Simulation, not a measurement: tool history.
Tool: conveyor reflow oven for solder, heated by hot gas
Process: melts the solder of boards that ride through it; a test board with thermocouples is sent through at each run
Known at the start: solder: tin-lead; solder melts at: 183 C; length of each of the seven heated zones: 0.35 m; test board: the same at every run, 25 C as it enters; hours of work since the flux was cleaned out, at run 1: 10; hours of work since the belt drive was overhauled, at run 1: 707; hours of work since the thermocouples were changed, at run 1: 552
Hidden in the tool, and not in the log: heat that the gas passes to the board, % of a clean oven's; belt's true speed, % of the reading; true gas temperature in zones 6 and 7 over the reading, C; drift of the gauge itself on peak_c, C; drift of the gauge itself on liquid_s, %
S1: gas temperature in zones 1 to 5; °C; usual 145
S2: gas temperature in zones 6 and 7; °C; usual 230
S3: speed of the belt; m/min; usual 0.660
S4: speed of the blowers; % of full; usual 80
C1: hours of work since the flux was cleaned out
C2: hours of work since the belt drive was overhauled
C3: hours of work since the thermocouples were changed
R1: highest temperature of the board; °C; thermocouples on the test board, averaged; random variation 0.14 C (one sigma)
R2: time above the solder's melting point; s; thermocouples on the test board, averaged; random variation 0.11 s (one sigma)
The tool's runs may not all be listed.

run   hour   S1   S2     S3  S4   C1   C2   C3     R1    R2
  1    0.0  145  230  0.660  80   10  707  552  212.8  46.5
  2   13.4  145  230  0.660  80   21  718  562  212.9  46.6
  3   35.9  145  230  0.660  80   38  735  580  213.0  46.4
  4   46.4  145  230  0.660  80   46  743  588  213.0  46.6
  5   57.7  145  230  0.660  80   55  752  597  213.0  46.4
  6   71.2  145  230  0.660  80   65  762  607  212.7  46.5
  7   86.9  145  230  0.660  79   77  775  619  212.9  46.2
  8  109.5  145  230  0.660  79   95  792  637  212.9  46.3
  9  132.7  154  230  0.660  80  113  810  655  214.5  51.3
 10  150.1  154  230  0.660  80  126  823  668  214.5  51.2
 11  161.6  154  230  0.660  80  135  832  677  214.8  51.2
 12  171.9  154  230  0.660  80  143  840  685  214.6  51.0
 13  193.6  145  230  0.660  80  160  857  702  213.0  46.5
 14  210.6  145  230  0.660  80  173  870  715  212.7  46.6
 15  223.2  145  230  0.660  74  183  880  725  212.0  45.6
 16  241.6  145  230  0.660  74  197  894  739  212.0  45.7
 17  253.1  132  240  0.660  80  206  903  748  218.5  46.2
 18  265.1  134  218  0.629  80  215  912  757  202.2  35.8
 19  283.6  134  218  0.629  80  229  927  771  202.0  35.8
 20  307.3  134  218  0.589  72  248  945  790  202.7  39.5
     324.3  -- belt drive overhauled, speed set with a stopwatch
 21  331.4  155  238  0.589  72  263    6  805  223.6  63.8
 22  348.6  145  230  0.544  80  277   19  818  218.4  62.0
 23  359.9  145  230  0.544  80  285   28  827  218.2  61.9
 24  378.0  145  226  0.538  80  299   42  841  215.2  60.4
 25  390.7  131  226  0.653  85  309   51  851  208.0  38.6
 26  403.7  154  229  0.744  62  319   61  861  207.2  38.7
 27  414.6  148  235  0.616  59  328   70  869  216.1  53.2
 28  429.2  145  218  0.712  80  339   81  881  200.8  32.2
 29  449.9  154  218  0.712  61  355   97  897  200.1  33.8
 30  465.5  149  230  0.660  80  367  109  909  213.7  48.4
 31  480.3  149  230  0.660  80  378  121  920  213.5  48.4

4 ways to go on from here, each from the tool as it stands after run 31. What would each give?
  A  501.8  157  221  0.620  80  395  137  937   ?   ?
  B  501.8  142  229  0.660  82  395  137  937   ?   ?
  C  501.8  148  230  0.559  80  395  137  937   ?   ?
  D  501.8  157  230  0.558  56  395  137  937   ?   ?

run     R1    R2
  A  209.3  52.3
  B  211.7  44.6
  C  217.8  60.9
  D  216.3  63.4
Without the tool's hidden state the same runs would have given:
run     R1    R2
  A  209.4  52.3
  B  211.8  44.6
  C  217.9  61.0
  D  216.3  63.5
